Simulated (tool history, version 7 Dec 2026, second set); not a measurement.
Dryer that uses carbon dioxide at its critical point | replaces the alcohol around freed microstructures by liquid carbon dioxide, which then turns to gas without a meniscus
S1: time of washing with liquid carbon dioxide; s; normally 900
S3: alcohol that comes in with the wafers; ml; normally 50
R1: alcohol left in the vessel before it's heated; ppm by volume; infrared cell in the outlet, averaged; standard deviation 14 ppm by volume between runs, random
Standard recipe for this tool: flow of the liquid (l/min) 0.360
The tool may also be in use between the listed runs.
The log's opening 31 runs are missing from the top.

Run 32, hour 1490.5: usual settings but S1 660 s. Result: R1 3474 ppm by volume.
Run 33, hour 1543.9: usual settings but S1 1200 s, flow of the liquid (l/min) 0.538, S3 46 ml. Result: R1 125 ppm by volume.
Run 34, hour 1606.3: usual settings but S1 1200 s, flow of the liquid (l/min) 0.538, S3 46 ml. Result: R1 133 ppm by volume.
Run 35, hour 1637.6: usual settings but S1 1200 s, flow of the liquid (l/min) 0.538, S3 46 ml. Result: R1 141 ppm by volume.
Run 36, hour 1690.7: usual settings but S1 1200 s, flow of the liquid (l/min) 0.538, S3 46 ml. Result: R1 143 ppm by volume.
Run 37, hour 1747.5: usual settings but S1 1320 s, flow of the liquid (l/min) 0.244, S3 42 ml. Result: R1 1431 ppm by volume.
At hour 1757.0: inlet filter changed.
Run 38, hour 1777.0: usual settings but S1 1320 s, flow of the liquid (l/min) 0.244, S3 42 ml. Result: R1 930 ppm by volume.
Run 39, hour 1812.9: usual settings but S1 1320 s, flow of the liquid (l/min) 0.244, S3 30 ml. Result: R1 736 ppm by volume.
At hour 1830.7: purifier's bed changed.
Run 40, hour 1868.8: usual settings but S1 1320 s, flow of the liquid (l/min) 0.244, S3 30 ml. Result: R1 620 ppm by volume.
Run 41, hour 1896.6: usual settings but S1 1140 s, flow of the liquid (l/min) 0.439. Result: R1 112 ppm by volume.

Forecast run 42:
Run 42, hour 1945.1: usual settings but S1 1140 s, flow of the liquid (l/min) 0.383. Result: R1 ?.

R1: 249 ppm by volume
Had the tool carried no hidden state, the very same run would have given R1 208 ppm by volume.

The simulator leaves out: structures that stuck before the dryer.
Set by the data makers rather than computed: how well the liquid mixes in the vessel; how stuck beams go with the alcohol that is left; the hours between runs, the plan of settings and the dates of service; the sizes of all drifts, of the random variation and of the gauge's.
